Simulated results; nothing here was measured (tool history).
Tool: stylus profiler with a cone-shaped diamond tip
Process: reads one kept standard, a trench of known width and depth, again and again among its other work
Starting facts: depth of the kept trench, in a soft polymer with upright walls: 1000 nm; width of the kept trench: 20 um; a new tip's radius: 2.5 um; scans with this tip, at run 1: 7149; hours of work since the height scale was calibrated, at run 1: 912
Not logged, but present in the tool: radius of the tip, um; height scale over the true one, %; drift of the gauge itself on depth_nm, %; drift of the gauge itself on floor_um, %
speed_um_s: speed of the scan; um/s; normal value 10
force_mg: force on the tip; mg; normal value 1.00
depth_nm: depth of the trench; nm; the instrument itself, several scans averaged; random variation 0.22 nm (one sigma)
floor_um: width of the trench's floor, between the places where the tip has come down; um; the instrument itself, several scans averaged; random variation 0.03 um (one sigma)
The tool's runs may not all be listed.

| run | day | speed_um_s | force_mg | scans with this tip | hours of work since the height scale was calibrated | depth_nm | floor_um |
|---|---|---|---|---|---|---|---|
| 1 | 0.000 | 10 | 1.00 | 7149 | 912 | 1006.96 | 14.91 |
| 2 | 1.612 | 10 | 1.00 | 7335 | 936 | 1006.87 | 14.91 |
| 3 | 3.979 | 10 | 1.00 | 7608 | 971 | 1007.33 | 14.84 |
| 4 | 5.454 | 10 | 1.00 | 7779 | 993 | 1007.19 | 14.89 |
| 5 | 6.946 | 29 | 1.00 | 7951 | 1015 | 1007.13 | 14.75 |
| 6 | 9.388 | 29 | 1.00 | 8233 | 1051 | 1007.32 | 14.80 |
| 7 | 10.521 | 10 | 0.54 | 8364 | 1067 | 1005.32 | 14.78 |
| 8 | 12.958 | 10 | 1.00 | 8646 | 1103 | 1007.03 | 14.75 |
| 9 | 14.821 | 10 | 1.00 | 8861 | 1131 | 1006.94 | 14.72 |
| 10 | 17.462 | 10 | 1.00 | 9167 | 1170 | 1007.18 | 14.72 |
| 11 | 19.800 | 10 | 1.00 | 9437 | 1204 | 1007.55 | 14.65 |
| 12 | 22.038 | 10 | 1.00 | 9695 | 1237 | 1007.54 | 14.60 |
| 13 | 23.529 | 10 | 1.00 | 9867 | 1259 | 1007.85 | 14.58 |
| 14 | 25.750 | 10 | 1.00 | 10124 | 1292 | 1008.08 | 14.57 |
| 15 | 28.433 | 10 | 1.00 | 10434 | 1331 | 1008.02 | 14.58 |
| 16 | 30.475 | 10 | 1.00 | 10670 | 1362 | 1007.76 | 14.50 |
| 17 | 32.171 | 10 | 1.00 | 10866 | 1387 | 1007.66 | 14.46 |
|  | 33.392 | height scale calibrated on a step standard |
| 18 | 34.362 | 24 | 1.00 | 11117 | 14 | 1009.30 | 14.39 |
| 19 | 36.800 | 9 | 1.00 | 11398 | 50 | 1009.71 | 14.42 |
| 20 | 38.779 | 10 | 1.56 | 11627 | 79 | 1010.70 | 14.38 |
| 21 | 40.362 | 10 | 1.56 | 11810 | 103 | 1011.47 | 14.36 |
| 22 | 42.000 | 10 | 1.56 | 11999 | 127 | 1010.99 | 14.32 |
|  | 43.017 | height scale calibrated on a step standard, once more |
| 23 | 43.367 | 10 | 1.56 | 12155 | 5 | 1006.31 | 14.33 |
| 24 | 45.925 | 39 | 0.35 | 12450 | 43 | 1002.00 | 14.11 |
| 25 | 48.171 | 39 | 0.35 | 12710 | 76 | 1002.23 | 14.05 |
| 26 | 50.062 | 5 | 0.42 | 12928 | 104 | 1002.75 | 14.21 |
| 27 | 51.333 | 5 | 0.42 | 13075 | 123 | 1002.55 | 14.17 |
| 28 | 53.021 | 10 | 2.27 | 13270 | 148 | 1008.15 | 14.15 |
| 29 | 54.133 | 6 | 0.94 | 13399 | 164 | 1004.72 | 14.18 |
| 30 | 55.275 | 3 | 1.57 | 13531 | 181 | 1006.36 | 14.18 |
| 31 | 56.921 | 3 | 1.57 | 13721 | 205 | 1006.80 | 14.12 |
| 32 | 58.583 | 3 | 0.36 | 13913 | 230 | 1002.65 | 14.11 |
| 33 | 59.700 | 4 | 0.60 | 14042 | 246 | 1003.10 | 14.13 |
| 34 | 61.188 | 10 | 0.44 | 14214 | 268 | 1002.68 | 14.05 |
| 35 | 63.438 | 10 | 0.44 | 14474 | 301 | 1002.75 | 14.03 |
| 36 | 65.979 | 10 | 0.44 | 14767 | 339 | 1003.60 | 14.00 |
| 37 | 67.088 | 11 | 0.64 | 14896 | 355 | 1004.38 | 14.06 |
| 38 | 68.208 | 11 | 0.64 | 15025 | 371 | 1004.10 | 13.97 |
| 39 | 70.812 | 22 | 1.13 | 15326 | 410 | 1005.75 | 13.96 |

Forecast run 40:
| 40 | 73.204 | 22 | 1.13 | 15602 | 445 | ? | ? |

Logged for run 40: depth_nm 1005.91 nm, floor_um 13.86 um.
On a tool with no hidden condition, and with the same random variation, this run would have come out at depth_nm 1005.07 nm, floor_um 15.90 um.

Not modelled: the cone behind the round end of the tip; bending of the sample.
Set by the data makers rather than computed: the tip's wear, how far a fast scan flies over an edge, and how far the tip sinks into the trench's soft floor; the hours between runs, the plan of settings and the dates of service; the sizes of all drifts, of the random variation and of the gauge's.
